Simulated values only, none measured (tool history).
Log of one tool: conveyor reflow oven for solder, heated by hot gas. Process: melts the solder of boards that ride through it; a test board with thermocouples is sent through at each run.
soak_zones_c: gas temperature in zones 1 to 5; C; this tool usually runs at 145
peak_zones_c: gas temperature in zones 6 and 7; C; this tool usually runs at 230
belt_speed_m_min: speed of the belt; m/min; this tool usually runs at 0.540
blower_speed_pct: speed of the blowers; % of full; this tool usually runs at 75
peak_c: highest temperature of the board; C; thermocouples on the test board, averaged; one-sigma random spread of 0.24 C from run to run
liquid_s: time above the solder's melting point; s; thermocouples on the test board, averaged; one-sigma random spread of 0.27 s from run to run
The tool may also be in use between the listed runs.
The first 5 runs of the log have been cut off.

run   hour  soak_zones_c  peak_zones_c  belt_speed_m_min  blower_speed_pct  hours of work since the flux was cleaned out  hours of work since the belt drive was overhauled  hours of work since the thermocouples were changed  peak_c  liquid_s
  6   93.2           145           230             0.540                75                                           375                                                660                                                  93   211.3      62.6
  7  113.6           145           230             0.540                82                                           389                                                673                                                 106   212.5      64.8
  8  126.1           145           230             0.540                82                                           397                                                681                                                 114   213.0      65.3
  9  136.8           145           230             0.607                82                                           404                                                688                                                 121   208.8      52.7
 10  152.6           145           230             0.607                82                                           414                                                699                                                 132   208.7      52.9
 11  162.4           145           230             0.540                75                                           421                                                705                                                 138   210.7      62.9
 12  174.0           131           230             0.540                75                                           428                                                713                                                 146   207.3      52.4
 13  192.2           131           230             0.540                75                                           440                                                725                                                 158   207.6      51.9
 14  210.5           131           230             0.540                75                                           452                                                737                                                 170   207.3      52.0
     232.7  -- flux residue cleaned out of gas plates and filters
 15  234.4           131           230             0.540                75                                             1                                                749                                                 182   211.4      58.0
 16  253.2           131           230             0.540                75                                            13                                                762                                                 195   211.4      58.1
 17  265.2           154           224             0.540                75                                            21                                                769                                                 203   210.3      68.8
 18  285.7           154           224             0.540                75                                            35                                                783                                                 216   210.2      68.2
 19  296.9           142           230             0.540                67                                            42                                                790                                                 223   210.7      60.9
 20  306.6           142           230             0.540                67                                            49                                                797                                                 230   210.4      61.1
 21  325.6           142           243             0.519                67                                            61                                                809                                                 242   222.0      74.6
 22  345.5           142           232             0.465                67                                            74                                                822                                                 255   216.5      78.9
 23  357.9           142           232             0.465                67                                            82                                                830                                                 264   216.4      78.9
 24  375.9           142           232             0.536                63                                            94                                                842                                                 275   210.6      60.9
 25  388.8           142           225             0.472                67                                           103                                                851                                                 284   210.0      70.7
 26  412.0           142           225             0.472                67                                           118                                                866                                                 299   209.6      70.6
 27  427.2           130           225             0.520                57                                           128                                                876                                                 309   200.1      43.1
 28  442.9           132           230             0.451                85                                           138                                                886                                                 319   218.2      80.5
 29  456.6           132           230             0.451                85                                           147                                                895                                                 328   217.9      80.1
 30  469.1           140           230             0.526                58                                           156                                                904                                                 337   206.6      55.5

3 ways to go on from here, each from the tool as it stands after run 30. What would each give?
  A  488.7           140           245             0.624                57                                           168                                                916                                                 350       ?         ?
  B  488.7           136           228             0.526                81                                           168                                                916                                                 350       ?         ?
  C  488.7           135           230             0.526                60                                           168                                                916                                                 350       ?         ?

run  peak_c  liquid_s
  A   209.6      48.2
  B   211.5      62.7
  C   205.7      52.3
With no hidden state in the tool, these same runs would have given:
run  peak_c  liquid_s
  A   211.1      49.5
  B   213.0      64.0
  C   207.1      53.7

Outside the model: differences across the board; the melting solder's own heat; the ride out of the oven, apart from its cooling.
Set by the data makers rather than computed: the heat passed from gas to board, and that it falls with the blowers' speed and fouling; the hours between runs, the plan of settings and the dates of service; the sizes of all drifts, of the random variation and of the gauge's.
